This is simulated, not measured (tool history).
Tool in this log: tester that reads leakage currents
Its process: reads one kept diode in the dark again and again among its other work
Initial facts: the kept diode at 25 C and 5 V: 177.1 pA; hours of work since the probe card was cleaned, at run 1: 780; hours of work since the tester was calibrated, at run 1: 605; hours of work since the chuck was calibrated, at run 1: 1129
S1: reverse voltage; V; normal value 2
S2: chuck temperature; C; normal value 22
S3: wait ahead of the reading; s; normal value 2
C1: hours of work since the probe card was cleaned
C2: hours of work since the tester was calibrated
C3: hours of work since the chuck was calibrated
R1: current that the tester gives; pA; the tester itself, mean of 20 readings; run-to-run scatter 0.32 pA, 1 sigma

run 1 hour=0 | S1=2 S2=22 S3=2 | C1=780 C2=605 C3=1129 | R1=105.31
run 2 hour=39.2 | S1=2 S2=22 S3=2 | C1=801 C2=627 C3=1151 | R1=105.72
run 3 hour=95.5 | S1=2 S2=22 S3=8.69 | C1=833 C2=658 C3=1183 | R1=105.64
run 4 hour=150.5 | S1=2 S2=22 S3=2 | C1=864 C2=689 C3=1213 | R1=105.78
run 5 hour=182.7 | S1=2 S2=22 S3=2 | C1=882 C2=707 C3=1231 | R1=105.75
run 6 hour=238.8 | S1=2 S2=22 S3=2 | C1=913 C2=738 C3=1263 | R1=105
run 7 hour=264.1 | S1=2 S2=22 S3=2 | C1=927 C2=752 C3=1277 | R1=105.15
run 8 hour=317.6 | S1=2 S2=22 S3=0.75 | C1=957 C2=782 C3=1307 | R1=105.44
run 9 hour=348.9 | S1=2 S2=22 S3=0.75 | C1=975 C2=800 C3=1324 | R1=105.54
-- hour=396 chuck's temperature calibrated
run 10 hour=408.3 | S1=2 S2=22 S3=0.75 | C1=1007 C2=832 C3=7 | R1=105.97
run 11 hour=441.9 | S1=2 S2=22 S3=0.75 | C1=1026 C2=851 C3=26 | R1=105.55
run 12 hour=492 | S1=2 S2=22 S3=0.75 | C1=1054 C2=879 C3=54 | R1=105.85
run 13 hour=539.9 | S1=2 S2=22 S3=0.75 | C1=1080 C2=906 C3=81 | R1=106.3
run 14 hour=582.2 | S1=2 S2=22 S3=2 | C1=1104 C2=929 C3=104 | R1=105.76
run 15 hour=624.2 | S1=2 S2=22 S3=2 | C1=1128 C2=953 C3=128 | R1=105.91
run 16 hour=648.6 | S1=2 S2=22 S3=2 | C1=1141 C2=967 C3=141 | R1=105.35
run 17 hour=705.9 | S1=2 S2=22 S3=2 | C1=1173 C2=999 C3=173 | R1=105.76
run 18 hour=752.9 | S1=2 S2=22 S3=2 | C1=1200 C2=1025 C3=200 | R1=105.54
run 19 hour=797.5 | S1=2 S2=22 S3=2 | C1=1225 C2=1050 C3=225 | R1=105.55
run 20 hour=845.5 | S1=2 S2=22 S3=2 | C1=1252 C2=1077 C3=252 | R1=105.59
run 21 hour=892.1 | S1=4.47 S2=36 S3=4.91 | C1=1278 C2=1103 C3=278 | R1=381.61
run 22 hour=932.6 | S1=4.47 S2=36 S3=4.91 | C1=1300 C2=1125 C3=300 | R1=380.41
run 23 hour=978 | S1=4.47 S2=36 S3=4.91 | C1=1326 C2=1151 C3=326 | R1=380.08
run 24 hour=1026 | S1=4.47 S2=36 S3=4.91 | C1=1353 C2=1178 C3=353 | R1=379.6
run 25 hour=1060.9 | S1=4.47 S2=36 S3=4.91 | C1=1372 C2=1197 C3=372 | R1=381.81
run 26 hour=1102.6 | S1=4.47 S2=36 S3=4.91 | C1=1395 C2=1221 C3=395 | R1=380.57
run 27 hour=1149 | S1=4.47 S2=36 S3=4.91 | C1=1421 C2=1247 C3=421 | R1=382.27
run 28 hour=1176.5 | S1=1.09 S2=24 S3=4.91 | C1=1437 C2=1262 C3=437 | R1=101.86
run 29 hour=1218.9 | S1=2.1 S2=52 S3=7.09 | C1=1460 C2=1286 C3=460 | R1=867.66
run 30 hour=1276.2 | S1=2.1 S2=52 S3=7.09 | C1=1492 C2=1318 C3=493 | R1=867.49
run 31 hour=1309.7 | S1=13.33 S2=31 S3=0.31 | C1=1511 C2=1336 C3=511 | R1=382.37
run 32 hour=1337.9 | S1=13.33 S2=31 S3=0.31 | C1=1527 C2=1352 C3=527 | R1=379.73
run 33 hour=1365.5 | S1=17.48 S2=38 S3=2.56 | C1=1542 C2=1368 C3=542 | R1=674.43
run 34 hour=1406.5 | S1=2 S2=34 S3=0.62 | C1=1565 C2=1391 C3=565 | R1=257.09
run 35 hour=1456.4 | S1=1.18 S2=22 S3=2 | C1=1593 C2=1419 C3=593 | R1=89.08
run 36 hour=1481.5 | S1=14.98 S2=21 S3=0.53 | C1=1607 C2=1433 C3=607 | R1=188.11
run 37 hour=1531.9 | S1=11.61 S2=37 S3=8.69 | C1=1636 C2=1461 C3=636 | R1=552.38
run 38 hour=1575.3 | S1=2 S2=33 S3=0.4 | C1=1660 C2=1485 C3=660 | R1=238.6
run 39 hour=1611.6 | S1=2 S2=33 S3=0.4 | C1=1680 C2=1505 C3=680 | R1=238.57

Take each entry between the runs: how does the hidden state at the last listed run before it differ from the hidden state at the first listed run after it?
In the gap between runs 9 and 10: chuck's temperature calibrated (hour 396)
  stray current of the dirty probe card, pA a volt: 0.026 -> 0.027; true chuck temperature over the reading, C: 0.01 -> 0

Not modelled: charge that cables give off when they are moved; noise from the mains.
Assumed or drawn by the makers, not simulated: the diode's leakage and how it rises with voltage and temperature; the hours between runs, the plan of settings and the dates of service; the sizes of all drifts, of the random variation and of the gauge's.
